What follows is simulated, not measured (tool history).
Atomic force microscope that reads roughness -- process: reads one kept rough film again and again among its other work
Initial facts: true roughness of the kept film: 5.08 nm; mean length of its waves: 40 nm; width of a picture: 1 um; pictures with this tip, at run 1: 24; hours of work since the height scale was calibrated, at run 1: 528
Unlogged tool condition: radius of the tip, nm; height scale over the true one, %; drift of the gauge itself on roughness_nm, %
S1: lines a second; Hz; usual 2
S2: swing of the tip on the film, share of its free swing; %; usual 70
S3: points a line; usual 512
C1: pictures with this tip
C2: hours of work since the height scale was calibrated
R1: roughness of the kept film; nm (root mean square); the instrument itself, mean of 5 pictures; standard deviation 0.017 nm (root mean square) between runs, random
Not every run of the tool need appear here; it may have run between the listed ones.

run	day	S1	S2	S3	C1	C2	R1
1	0	2	70	512	24	528	3.932
2	1.721	2	70	512	94	559	3.54
3	3.646	2	70	451	172	593	3.175
# day 5.062: new tip fitted
4	6.45	2	70	451	56	644	3.732
5	9.275	2	81	512	171	694	2.967
6	10.542	2	81	512	222	717	2.807
# day 10.829: new tip fitted
7	12.125	1.76	81	512	52	745	3.576
8	13.954	1.1	56	328	127	778	3.568
9	16.096	3.71	71	387	213	817	2.744
# day 16.371: new tip fitted
10	18.812	3.71	71	387	98	865	3.217

What if the next run were any one of these 5? Each begins from the tool's condition after run 10:
A	20.058	0.56	71	571	149	888	?
B	20.058	0.66	70	512	149	888	?
C	20.058	3.71	75	273	149	888	?
D	20.058	3.84	88	312	149	888	?
E	20.058	1.53	62	920	149	888	?

run	R1
A	3.419
B	3.445
C	2.868
D	2.484
E	3.37
Stripped of hidden state, with their random variation kept, the same runs would have yielded:
run	R1
A	4.385
B	4.417
C	3.678
D	3.184
E	4.321

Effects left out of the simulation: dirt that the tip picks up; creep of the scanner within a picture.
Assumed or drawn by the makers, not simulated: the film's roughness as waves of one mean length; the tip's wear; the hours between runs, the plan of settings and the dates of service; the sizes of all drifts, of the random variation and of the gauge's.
